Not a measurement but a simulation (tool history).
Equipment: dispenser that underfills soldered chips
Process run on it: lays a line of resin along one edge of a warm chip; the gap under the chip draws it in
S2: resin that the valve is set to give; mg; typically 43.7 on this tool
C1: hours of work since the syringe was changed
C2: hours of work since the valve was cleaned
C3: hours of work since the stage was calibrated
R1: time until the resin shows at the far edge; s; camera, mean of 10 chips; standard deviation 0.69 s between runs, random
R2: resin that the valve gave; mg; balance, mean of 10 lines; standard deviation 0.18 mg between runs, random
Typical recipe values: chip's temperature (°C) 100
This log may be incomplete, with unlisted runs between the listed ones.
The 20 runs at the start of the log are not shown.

At hour 196.2: new syringe of resin.
Run 21, hour 203.0: usual settings but chip's temperature (°C) 110, S2 40.2 mg; C1 5; C2 143; C3 319. Result: R1 60.5 s, R2 38.27 mg.
At hour 209.6: dispensing valve cleaned and set on the balance.
At hour 211.1: new syringe of resin.
Run 22, hour 215.9: usual settings but chip's temperature (°C) 110, S2 52.1 mg; C1 3; C2 4; C3 328. Result: R1 54.8 s, R2 52.06 mg.
Run 23, hour 223.5: usual settings but S2 48.5 mg; C1 9; C2 10; C3 333. Result: R1 113.8 s, R2 47.99 mg.
At hour 225.4: new syringe of resin.
Run 24, hour 229.4: usual settings but chip's temperature (°C) 111, S2 55.0 mg; C1 3; C2 14; C3 337. Result: R1 52.5 s, R2 54.79 mg.
At hour 239.2: new syringe of resin.
Run 25, hour 242.4: usual settings but chip's temperature (°C) 94, S2 49.7 mg; C1 2; C2 23; C3 346. Result: R1 95.8 s, R2 49.27 mg.
At hour 253.2: new syringe of resin.
Run 26, hour 254.6: usual settings but chip's temperature (°C) 94, S2 49.7 mg; C1 1; C2 31; C3 355. Result: R1 91.1 s, R2 49.19 mg.
At hour 267.1: new syringe of resin.
Run 27, hour 267.1: usual settings but chip's temperature (°C) 90, S2 44.8 mg; C1 0; C2 40; C3 363. Result: R1 100.4 s, R2 44.31 mg.
Run 28, hour 272.4: usual settings but chip's temperature (°C) 111, S2 44.8 mg; C1 4; C2 44; C3 367. Result: R1 56.0 s, R2 44.06 mg.
Run 29, hour 279.8: usual settings but chip's temperature (°C) 93, S2 40.2 mg; C1 9; C2 49; C3 372. Result: R1 151.9 s, R2 39.35 mg.
At hour 280.9: new syringe of resin.
Run 30, hour 285.9: usual settings but chip's temperature (°C) 104; C1 4; C2 53; C3 377. Result: R1 71.6 s, R2 43.42 mg.
At hour 295.5: new syringe of resin.
Run 31, hour 296.5: usual settings but chip's temperature (°C) 109, S2 54.3 mg; C1 1; C2 60; C3 384. Result: R1 48.1 s, R2 53.42 mg.
Run 32, hour 304.3: usual settings but chip's temperature (°C) 109, S2 54.3 mg; C1 6; C2 66; C3 389. Result: R1 68.3 s, R2 53.11 mg.
At hour 309.9: new syringe of resin.
Run 33, hour 314.0: usual settings but chip's temperature (°C) 109, S2 54.3 mg; C1 3; C2 73; C3 396. Result: R1 57.0 s, R2 52.98 mg.
Run 34, hour 320.4: usual settings but chip's temperature (°C) 104, S2 56.5 mg; C1 7; C2 77; C3 401. Result: R1 87.8 s, R2 54.93 mg.

Predict each of these 3 candidate next runs independently; none follows another, all start after run 34:
At hour 323.6: new syringe of resin.
Run A, hour 331.2: usual settings but chip's temperature (°C) 109, S2 53.7 mg; C1 5; C2 85; C3 408. Result: R1 ?, R2 ?.
At hour 323.6: new syringe of resin.
Run B, hour 331.2: usual settings but chip's temperature (°C) 114; C1 5; C2 85; C3 408. Result: R1 ?, R2 ?.
At hour 323.6: new syringe of resin.
Run C, hour 331.2: usual settings but chip's temperature (°C) 114, S2 40.9 mg; C1 5; C2 85; C3 408. Result: R1 ?, R2 ?.

run    R1     R2
  A  66.7  52.63
  B  56.2  42.73
  C  57.5  39.97
Without the tool's hidden state the same runs would have given:
run    R1     R2
  A  43.8  54.08
  B  37.1  43.91
  C  37.8  41.07

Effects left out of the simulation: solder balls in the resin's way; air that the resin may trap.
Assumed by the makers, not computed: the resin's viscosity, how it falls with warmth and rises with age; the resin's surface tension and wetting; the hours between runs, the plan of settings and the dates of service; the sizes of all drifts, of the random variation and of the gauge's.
